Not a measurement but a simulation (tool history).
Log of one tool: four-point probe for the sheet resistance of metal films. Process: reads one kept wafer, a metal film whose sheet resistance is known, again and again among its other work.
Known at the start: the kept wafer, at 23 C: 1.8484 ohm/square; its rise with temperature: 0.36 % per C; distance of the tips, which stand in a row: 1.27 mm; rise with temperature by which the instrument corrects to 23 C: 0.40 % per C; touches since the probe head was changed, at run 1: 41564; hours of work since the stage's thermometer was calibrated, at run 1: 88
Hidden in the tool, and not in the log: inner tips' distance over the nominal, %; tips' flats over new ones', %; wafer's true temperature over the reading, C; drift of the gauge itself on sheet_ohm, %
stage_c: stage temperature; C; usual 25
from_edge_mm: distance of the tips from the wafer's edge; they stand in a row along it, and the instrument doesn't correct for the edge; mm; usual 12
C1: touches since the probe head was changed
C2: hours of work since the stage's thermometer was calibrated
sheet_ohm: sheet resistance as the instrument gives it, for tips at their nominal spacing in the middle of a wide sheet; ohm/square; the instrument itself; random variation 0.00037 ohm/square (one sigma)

{"run": 1, "hour": 0.0, "stage_c": 25, "from_edge_mm": 12, "C1": 41564, "C2": 88, "sheet_ohm": 1.852778}
{"run": 2, "hour": 47.0, "stage_c": 25, "from_edge_mm": 12, "C1": 42555, "C2": 108, "sheet_ohm": 1.852505}
{"run": 3, "hour": 90.0, "stage_c": 25, "from_edge_mm": 12, "C1": 43458, "C2": 127, "sheet_ohm": 1.852481}
{"run": 4, "hour": 146.7, "stage_c": 25, "from_edge_mm": 12, "C1": 44652, "C2": 152, "sheet_ohm": 1.852081}
{"run": 5, "hour": 192.9, "stage_c": 25, "from_edge_mm": 45, "C1": 45626, "C2": 172, "sheet_ohm": 1.841764}
{"run": 6, "hour": 220.4, "stage_c": 25, "from_edge_mm": 7, "C1": 46204, "C2": 184, "sheet_ohm": 1.873365}
{"run": 7, "hour": 266.7, "stage_c": 21, "from_edge_mm": 7, "C1": 47179, "C2": 204, "sheet_ohm": 1.876347}
{"run": 8, "hour": 314.2, "stage_c": 21, "from_edge_mm": 7, "C1": 48179, "C2": 224, "sheet_ohm": 1.875555}
{"run": 9, "hour": 365.4, "stage_c": 21, "from_edge_mm": 7, "C1": 49257, "C2": 247, "sheet_ohm": 1.876021}
{"run": 10, "hour": 405.4, "stage_c": 25, "from_edge_mm": 12, "C1": 50097, "C2": 264, "sheet_ohm": 1.851663}
{"run": 11, "hour": 436.6, "stage_c": 29, "from_edge_mm": 12, "C1": 50754, "C2": 278, "sheet_ohm": 1.848909}
{"run": 12, "hour": 473.4, "stage_c": 29, "from_edge_mm": 12, "C1": 51530, "C2": 294, "sheet_ohm": 1.848113}
{"run": 13, "hour": 529.0, "stage_c": 22, "from_edge_mm": 12, "C1": 52700, "C2": 318, "sheet_ohm": 1.853521}
{"hour": 533.4, "done": "stage's thermometer calibrated"}
{"run": 14, "hour": 572.1, "stage_c": 29, "from_edge_mm": 55, "C1": 53597, "C2": 17, "sheet_ohm": 1.837255}
{"run": 15, "hour": 611.9, "stage_c": 31, "from_edge_mm": 30, "C1": 54433, "C2": 34, "sheet_ohm": 1.837087}
{"run": 16, "hour": 637.1, "stage_c": 26, "from_edge_mm": 56, "C1": 54965, "C2": 45, "sheet_ohm": 1.83979}
{"run": 17, "hour": 666.1, "stage_c": 25, "from_edge_mm": 5, "C1": 55576, "C2": 58, "sheet_ohm": 1.901502}
{"run": 18, "hour": 716.4, "stage_c": 19, "from_edge_mm": 13, "C1": 56634, "C2": 79, "sheet_ohm": 1.853542}
{"run": 19, "hour": 773.0, "stage_c": 19, "from_edge_mm": 13, "C1": 57825, "C2": 104, "sheet_ohm": 1.853079}
{"hour": 787.7, "done": "stage's thermometer calibrated, once more"}
{"run": 20, "hour": 811.1, "stage_c": 19, "from_edge_mm": 13, "C1": 58616, "C2": 10, "sheet_ohm": 1.853735}

4 ways to go on from here, each from the tool as it stands after run 20. What would each give?
{"run": "A", "hour": 863.8, "stage_c": 30, "from_edge_mm": 70, "C1": 59725, "C2": 33, "sheet_ohm": "?"}
{"run": "B", "hour": 863.8, "stage_c": 27, "from_edge_mm": 25, "C1": 59725, "C2": 33, "sheet_ohm": "?"}
{"run": "C", "hour": 863.8, "stage_c": 25, "from_edge_mm": 30, "C1": 59725, "C2": 33, "sheet_ohm": "?"}
{"run": "D", "hour": 863.8, "stage_c": 32, "from_edge_mm": 51, "C1": 59725, "C2": 33, "sheet_ohm": "?"}

run=A sheet_ohm=1.834889
run=B sheet_ohm=1.839650
run=C sheet_ohm=1.840121
run=D sheet_ohm=1.833815
Without the tool's hidden state the same runs would have given:
run=A sheet_ohm=1.843193
run=B sheet_ohm=1.847974
run=C sheet_ohm=1.848447
run=D sheet_ohm=1.842114
